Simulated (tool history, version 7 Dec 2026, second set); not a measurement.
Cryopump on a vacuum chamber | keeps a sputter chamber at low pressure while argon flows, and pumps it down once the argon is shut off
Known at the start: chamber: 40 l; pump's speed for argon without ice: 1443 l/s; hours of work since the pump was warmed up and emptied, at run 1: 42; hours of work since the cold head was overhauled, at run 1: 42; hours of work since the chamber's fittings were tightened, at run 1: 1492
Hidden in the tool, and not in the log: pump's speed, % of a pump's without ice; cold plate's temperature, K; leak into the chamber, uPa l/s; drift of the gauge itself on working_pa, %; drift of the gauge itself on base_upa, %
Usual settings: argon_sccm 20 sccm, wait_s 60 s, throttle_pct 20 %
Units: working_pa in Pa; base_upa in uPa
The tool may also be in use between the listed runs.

| run | day | argon_sccm | wait_s | throttle_pct | hours of work since the pump was warmed up and emptied | hours of work since the cold head was overhauled | hours of work since the chamber's fittings were tightened | working_pa | base_upa |
|---|---|---|---|---|---|---|---|---|---|
| 1 | 0 | 20 | 60 | 20 | 42 | 42 | 1492 | 0.1172 | 1.15 |
| 2 | 0.933 | 20 | 138 | 20 | 55 | 55 | 1505 | 0.1171 | 0.89 |
| 3 | 1.892 | 20 | 60 | 28 | 68 | 68 | 1518 | 0.0837 | 1.21 |
| 4 | 2.433 | 20 | 60 | 28 | 75 | 75 | 1525 | 0.0851 | 1.18 |
| 5 | 3.392 | 20 | 60 | 33 | 88 | 88 | 1538 | 0.0718 | 1.18 |
| 6 | 4.35 | 20 | 60 | 33 | 101 | 101 | 1551 | 0.0724 | 1.22 |
| 7 | 4.817 | 20 | 60 | 33 | 107 | 107 | 1557 | 0.0719 | 1.22 |
| 8 | 5.621 | 20 | 60 | 33 | 118 | 118 | 1568 | 0.0707 | 1.21 |
| 9 | 6.658 | 20 | 60 | 33 | 132 | 132 | 1582 | 0.0725 | 1.23 |
| 10 | 7.304 | 20 | 60 | 20 | 141 | 141 | 1590 | 0.1169 | 1.18 |
| 11 | 8 | 20 | 60 | 20 | 150 | 150 | 1600 | 0.1178 | 1.19 |
| 12 | 8.862 | 20 | 59 | 20 | 161 | 161 | 1611 | 0.1184 | 1.22 |
| 13 | 9.483 | 20 | 59 | 20 | 170 | 170 | 1620 | 0.1187 | 1.22 |
| 14 | 10.217 | 20 | 59 | 20 | 180 | 180 | 1630 | 0.1183 | 1.26 |
| 15 | 11.262 | 20 | 59 | 20 | 194 | 194 | 1644 | 0.1183 | 1.24 |
| 16 | 11.871 | 20 | 294 | 20 | 202 | 202 | 1652 | 0.1196 | 0.83 |
| 17 | 12.796 | 20 | 77 | 20 | 214 | 214 | 1664 | 0.1188 | 1.15 |
| 18 | 13.288 | 20 | 34 | 20 | 221 | 221 | 1671 | 0.119 | 1.59 |
| 19 | 14.338 | 17 | 34 | 44 | 235 | 235 | 1685 | 0.0477 | 1.67 |
| 20 | 15.133 | 17 | 34 | 44 | 246 | 246 | 1696 | 0.0464 | 1.6 |
| 21 | 15.858 | 10 | 228 | 20 | 256 | 256 | 1705 | 0.059 | 0.89 |
| 22 | 16.8 | 28 | 84 | 58 | 268 | 268 | 1718 | 0.059 | 1.14 |
| 23 | 17.429 | 9 | 60 | 20 | 277 | 277 | 1727 | 0.0542 | 1.25 |
| 24 | 18.408 | 9 | 60 | 20 | 290 | 290 | 1740 | 0.0539 | 1.24 |
| 25 | 18.908 | 9 | 22 | 41 | 297 | 297 | 1746 | 0.0273 | 2.18 |
| 26 | 19.796 | 24 | 21 | 20 | 309 | 309 | 1758 | 0.1423 | 2.19 |
| 27 | 20.588 | 36 | 21 | 52 | 319 | 319 | 1769 | 0.0855 | 2.13 |
| 28 | 21.367 | 12 | 60 | 24 | 330 | 330 | 1780 | 0.0598 | 1.35 |
| 29 | 22.483 | 20 | 277 | 38 | 345 | 345 | 1795 | 0.0631 | 0.93 |
| 30 | 23.125 | 17 | 60 | 16 | 353 | 353 | 1803 | 0.1279 | 1.32 |
| 31 | 23.733 | 17 | 60 | 16 | 362 | 362 | 1811 | 0.1266 | 1.34 |
| 32 | 24.579 | 15 | 47 | 56 | 373 | 373 | 1823 | 0.0333 | 1.51 |
| 33 | 25.112 | 15 | 47 | 56 | 380 | 380 | 1830 | 0.0335 | 1.48 |
|  | 25.621 | leaking fittings of the chamber tightened, without venting |
| 34 | 25.754 | 15 | 47 | 56 | 388 | 388 | 2 | 0.0339 | 0.88 |

Forecast each of these 4 alternatives for the next run:
| A | 26.329 | 9 | 47 | 25 | 395 | 395 | 10 | ? | ? |
| B | 26.329 | 20 | 208 | 25 | 395 | 395 | 10 | ? | ? |
| C | 26.329 | 15 | 47 | 18 | 395 | 395 | 10 | ? | ? |
| D | 26.329 | 23 | 194 | 21 | 395 | 395 | 10 | ? | ? |

| run | working_pa | base_upa |
|---|---|---|
| A | 0.0431 | 0.89 |
| B | 0.0969 | 0.41 |
| C | 0.0995 | 0.88 |
| D | 0.1305 | 0.41 |
Without the tool's hidden state the same runs would have given:
| run | working_pa | base_upa |
|---|---|---|
| A | 0.042 | 0.83 |
| B | 0.0944 | 0.35 |
| C | 0.0976 | 0.82 |
| D | 0.1276 | 0.35 |
